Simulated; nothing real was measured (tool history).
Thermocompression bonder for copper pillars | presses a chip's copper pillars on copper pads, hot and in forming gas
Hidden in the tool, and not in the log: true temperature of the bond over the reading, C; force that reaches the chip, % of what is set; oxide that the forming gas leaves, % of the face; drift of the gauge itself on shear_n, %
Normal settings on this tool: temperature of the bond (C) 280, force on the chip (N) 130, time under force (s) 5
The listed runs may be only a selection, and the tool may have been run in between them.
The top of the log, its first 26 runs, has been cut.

run   hour  temperature of the bond (C)  force on the chip (N)  time under force (s)  hours of work since the heater was calibrated  hours of work since the force cell was calibrated  hours of work since the gas filter was changed  force that shears a chip off (N)
 27  147.7                          307                    106                     3                                            318                                                662                                             387                                54
 28  156.1                          295                    165                     3                                            324                                                667                                             392                              58.4
 29  163.9                          296                    146                    10                                            329                                                672                                             397                              82.2
 30    172                          299                    129                    14                                            334                                                677                                             402                              87.5
 31  176.6                          299                    129                    14                                            336                                                680                                             405                              88.5
 32  183.4                          299                    129                    14                                            341                                                684                                             409                                88
     189.3  -- forming gas filter changed
 33  191.4                          302                     83                     3                                            345                                                689                                               1                              48.4
 34  197.3                          302                     83                     3                                            349                                                693                                               5                              48.3
 35  204.5                          280                     88                    10                                            354                                                697                                              10                              59.4
 36  211.7                          280                     88                    10                                            358                                                702                                              14                              59.8
     214.2  -- force cell calibrated
 37  220.2                          280                     88                    10                                            362                                                  4                                              18                                58
 38  229.3                          280                     88                    10                                            368                                                  9                                              24                              57.2
 39  236.6                          286                     93                     5                                            373                                                 14                                              29                              50.2
 40  242.1                          286                     93                     5                                            376                                                 17                                              32                              49.1
 41  250.2                          286                     93                     5                                            381                                                 22                                              37                              49.1

Each row is a separate what-if for the run after 41, all from the same tool condition, not one after another. Results?
  A  258.5                          266                    176                     4                                            386                                                 28                                              42                                 ?
  B  258.5                          291                    191                     6                                            386                                                 28                                              42                                 ?
  C  258.5                          269                    108                     5                                            386                                                 28                                              42                                 ?

run  force that shears a chip off (N)
  A                              46.1
  B                              75.2
  C                              42.5
Stripped of hidden state, with their random variation kept, the same runs would have yielded:
run  force that shears a chip off (N)
  A                                47
  B                              76.5
  C                              43.4
